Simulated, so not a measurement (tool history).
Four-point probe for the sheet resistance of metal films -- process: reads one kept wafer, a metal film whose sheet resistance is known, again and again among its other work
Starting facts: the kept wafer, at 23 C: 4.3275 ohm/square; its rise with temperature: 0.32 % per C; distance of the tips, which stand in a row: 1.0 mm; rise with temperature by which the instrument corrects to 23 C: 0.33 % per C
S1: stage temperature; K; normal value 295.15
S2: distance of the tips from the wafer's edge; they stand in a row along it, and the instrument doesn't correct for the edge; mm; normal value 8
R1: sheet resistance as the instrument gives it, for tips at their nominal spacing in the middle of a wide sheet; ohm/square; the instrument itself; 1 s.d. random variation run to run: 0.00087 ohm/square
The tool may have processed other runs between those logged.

{"run": 1, "hour": 0.0, "S1": 295.15, "S2": 8, "R1": 4.431887}
{"run": 2, "hour": 89.7, "S1": 295.15, "S2": 8, "R1": 4.434448}
{"run": 3, "hour": 178.6, "S1": 295.15, "S2": 8, "R1": 4.436647}
{"run": 4, "hour": 223.1, "S1": 295.15, "S2": 8, "R1": 4.43946}
{"run": 5, "hour": 308.3, "S1": 295.15, "S2": 8, "R1": 4.440847}
{"run": 6, "hour": 358.7, "S1": 299.15, "S2": 8, "R1": 4.439549}
{"hour": 371.0, "done": "new probe head fitted"}
{"run": 7, "hour": 426.9, "S1": 295.15, "S2": 3, "R1": 4.572793}
{"run": 8, "hour": 475.4, "S1": 295.15, "S2": 17, "R1": 4.33848}
{"run": 9, "hour": 550.2, "S1": 295.15, "S2": 17, "R1": 4.340641}
{"run": 10, "hour": 610.3, "S1": 295.15, "S2": 17, "R1": 4.343425}
{"run": 11, "hour": 696.8, "S1": 304.15, "S2": 19, "R1": 4.340327}
{"hour": 701.8, "done": "stage's thermometer calibrated"}
{"run": 12, "hour": 776.7, "S1": 291.15, "S2": 5, "R1": 4.435568}
{"run": 13, "hour": 854.0, "S1": 291.15, "S2": 5, "R1": 4.437534}
{"hour": 861.7, "done": "stage's thermometer calibrated, once more"}
{"run": 14, "hour": 904.1, "S1": 294.15, "S2": 8, "R1": 4.378857}
{"run": 15, "hour": 949.5, "S1": 304.15, "S2": 8, "R1": 4.375437}
{"run": 16, "hour": 989.0, "S1": 299.15, "S2": 23, "R1": 4.347741}
{"run": 17, "hour": 1077.9, "S1": 299.15, "S2": 23, "R1": 4.349017}

Hidden state or all else? Some run-to-run changes of R1, split into what the settings, what came in and random variation would give without the hidden state, and what is left for the hidden state (with any gauge scatter that isn't in both results):
Hidden conditions of the tool in this case: inner tips' distance over the nominal, %; tips' flats over new ones', %; wafer's true temperature over the reading, C; drift of the gauge itself on sheet_ohm, %.
Run 6 -> 7: S1 299.15 -> 295.15, S2 8 -> 3, new probe head fitted. R1 +0.133244 ohm/square: hidden state -0.076267, all else +0.209511.
Run 7 -> 8: S2 3 -> 17. R1 -0.234313 ohm/square: hidden state +0.001288, all else -0.235601.
